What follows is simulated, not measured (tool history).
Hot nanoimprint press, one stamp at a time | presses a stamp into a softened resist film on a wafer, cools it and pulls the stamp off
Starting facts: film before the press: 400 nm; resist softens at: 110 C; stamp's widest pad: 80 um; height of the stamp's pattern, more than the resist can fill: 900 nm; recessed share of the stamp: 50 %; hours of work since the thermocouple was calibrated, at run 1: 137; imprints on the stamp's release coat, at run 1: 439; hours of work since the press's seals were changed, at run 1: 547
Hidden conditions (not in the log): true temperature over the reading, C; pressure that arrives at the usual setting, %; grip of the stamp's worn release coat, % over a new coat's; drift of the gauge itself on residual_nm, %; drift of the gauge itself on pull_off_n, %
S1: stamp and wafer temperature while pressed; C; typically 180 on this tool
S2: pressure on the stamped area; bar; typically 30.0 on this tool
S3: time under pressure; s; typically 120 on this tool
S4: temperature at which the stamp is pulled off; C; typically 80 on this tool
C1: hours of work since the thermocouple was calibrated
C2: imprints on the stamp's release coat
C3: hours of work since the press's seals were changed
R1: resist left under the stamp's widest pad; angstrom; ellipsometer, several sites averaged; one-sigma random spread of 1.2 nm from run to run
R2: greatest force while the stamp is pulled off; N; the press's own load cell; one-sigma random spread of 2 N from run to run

run,day,S1,S2,S3,S4,C1,C2,C3,R1,R2
1,0.000,180,30.0,120,80,137,439,547,2356,228
2,0.825,180,30.0,81,80,149,476,559,2637,232
3,1.604,180,30.0,120,80,160,511,570,2362,236
4,2.708,180,30.0,120,80,175,560,585,2373,239
# day 3.788: stamp cleaned and given a new release coat
5,3.929,180,30.0,120,87,189,6,599,2361,200
6,5.721,180,30.0,120,80,214,86,624,2377,218
7,7.367,180,30.0,120,80,237,160,647,2389,217
8,8.388,180,30.0,120,80,252,206,662,2390,220
9,9.708,180,30.0,120,80,270,265,680,2396,225
10,10.908,180,30.0,120,86,287,319,697,2399,218
11,12.204,180,26.4,120,80,305,377,715,2516,229
12,13.896,180,26.4,120,80,329,453,739,2514,234
13,15.492,180,26.4,120,80,351,525,761,2524,233
14,16.250,180,26.4,120,80,362,559,772,2533,241
15,16.992,180,30.0,76,80,372,592,782,2776,245
# day 17.388: stamp cleaned and given a new release coat
16,19.008,180,30.0,127,76,397,72,807,2380,223
17,20.625,180,30.0,127,77,420,145,830,2412,225
18,22.258,180,30.0,127,77,443,218,853,2411,229
19,23.450,180,30.0,119,84,460,272,870,2481,219
20,24.596,170,36.0,66,70,476,323,886,3493,244
# day 24.846: plate thermocouple calibrated
21,26.096,188,35.8,66,70,18,385,905,2159,253
22,27.254,171,21.7,213,87,34,437,921,3115,217
23,28.571,171,21.7,87,87,52,496,940,3570,224
24,30.158,175,28.9,81,84,75,567,962,3180,232

What will run 25 give?
# day 31.108: stamp cleaned and given a new release coat
25,31.908,178,30.0,224,80,96,36,983,?,?

R1: 2223 angstrom
R2: 216 N
With the hidden condition absent and the run-to-run variation left alone, this run would have shown R1 1973 angstrom, R2 211 N.
